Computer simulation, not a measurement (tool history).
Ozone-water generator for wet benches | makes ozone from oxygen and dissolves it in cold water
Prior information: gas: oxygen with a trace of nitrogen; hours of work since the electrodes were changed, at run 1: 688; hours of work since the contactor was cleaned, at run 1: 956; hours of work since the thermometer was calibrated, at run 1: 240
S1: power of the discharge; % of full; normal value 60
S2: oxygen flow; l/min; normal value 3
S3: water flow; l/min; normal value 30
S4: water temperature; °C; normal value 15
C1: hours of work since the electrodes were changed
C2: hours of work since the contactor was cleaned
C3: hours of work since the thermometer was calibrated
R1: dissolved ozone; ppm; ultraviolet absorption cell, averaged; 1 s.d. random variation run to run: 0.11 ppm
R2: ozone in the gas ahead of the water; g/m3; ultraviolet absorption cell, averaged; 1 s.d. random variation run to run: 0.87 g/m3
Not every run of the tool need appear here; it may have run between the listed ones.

run,hour,S1,S2,S3,S4,C1,C2,C3,R1,R2
1,0,60,3,30,15,688,956,240,8.8,141
2,45.8,60,3,30,15,722,989,274,8.9,142.8
3,115.4,60,3,30,15,772,1040,324,8.8,140.3
4,148.9,60,3,30,15,797,1065,349,9.2,140.9
5,190.1,60,3,30,15,827,1095,379,8.9,140.1
6,234,60,3,30,15,859,1127,411,9.2,140.8
7,297,60,3,30,15,905,1173,457,9.1,140.9
8,359.8,60,3,30,15,951,1218,503,9,139.6
9,403.4,67,3,30,15,982,1250,534,9.7,151.9
10,439.1,48,3,30,15,1008,1276,560,7.5,118.7
11,492.5,60,3,30,15,1047,1315,599,8.9,140.3
12,527.3,60,3,30,15,1073,1340,625,8.9,140.6
13,598.1,60,3,30,15,1124,1392,676,8.9,141.4
14,660.9,60,3,30,15,1170,1438,722,8.7,141.2
15,706.9,60,3,30,15,1204,1471,756,8.9,140
16,747.9,60,3,30,15,1234,1501,786,8.8,140.5
17,783,60,3,30,15,1259,1527,811,8.7,141.7
18,823.4,92,3,21,8,1289,1556,841,18.6,193.7
19,893.7,60,2.49,30,15,1340,1608,892,8.3,153.3
20,960.9,60,2.49,30,15,1389,1657,941,8.4,153.1
21,997.3,60,2.49,30,15,1416,1683,967,8.4,153.2
22,1049.2,48,3,30,7,1453,1721,1005,7.8,117.8
23,1117,48,3,30,7,1503,1771,1055,7.9,118.4
24,1160.3,52,4.18,26,21,1534,1802,1086,9.4,105.9
25,1220.3,80,1.97,23,9,1578,1846,1130,13.1,213.5
26,1292.9,43,5.01,18,13,1631,1899,1183,12.2,84.7
27,1326.4,43,5.01,18,13,1655,1923,1207,12.3,84.2
28,1389.8,43,5.01,18,13,1702,1969,1254,12.4,85.2
29,1427.1,43,5.01,18,13,1729,1997,1281,12.3,84.4
30,1478.4,43,5.01,40,13,1766,2034,1318,5.8,82.8
31,1534.9,47,3.19,45,10,1808,2075,1359,5,110.8
32,1592.1,47,3.19,45,10,1849,2117,1401,4.9,111.7

Some steps in R1 between neighbouring runs. How much of each would the tool show without its hidden state too (settings, what came in, random variation), and how much is left for the hidden state, with any gauge scatter that isn't in both results?
The hidden state here: yield of the discharge, % of new electrodes'; contactor's efficiency, % of a clean one's; true water temperature over the reading, C; drift of the gauge itself on ozone_ppm, %; drift of the gauge itself on gas_g_m3, %.
Run 17 -> 18: S1 60 -> 92, S3 30 -> 21, S4 15 -> 8. R1 +9.9 ppm: hidden state -0.4, all else +10.3.
Run 18 -> 19: S1 92 -> 60, S2 3 -> 2.49, S3 21 -> 30, S4 8 -> 15. R1 -10.3 ppm: hidden state +0.4, all else -10.7.
Run 24 -> 25: S1 52 -> 80, S2 4.18 -> 1.97, S3 26 -> 23, S4 21 -> 9. R1 +3.7 ppm: hidden state -0.3, all else +4.
Run 29 -> 30: S3 18 -> 40. R1 -6.5 ppm: hidden state +0.1, all else -6.6.

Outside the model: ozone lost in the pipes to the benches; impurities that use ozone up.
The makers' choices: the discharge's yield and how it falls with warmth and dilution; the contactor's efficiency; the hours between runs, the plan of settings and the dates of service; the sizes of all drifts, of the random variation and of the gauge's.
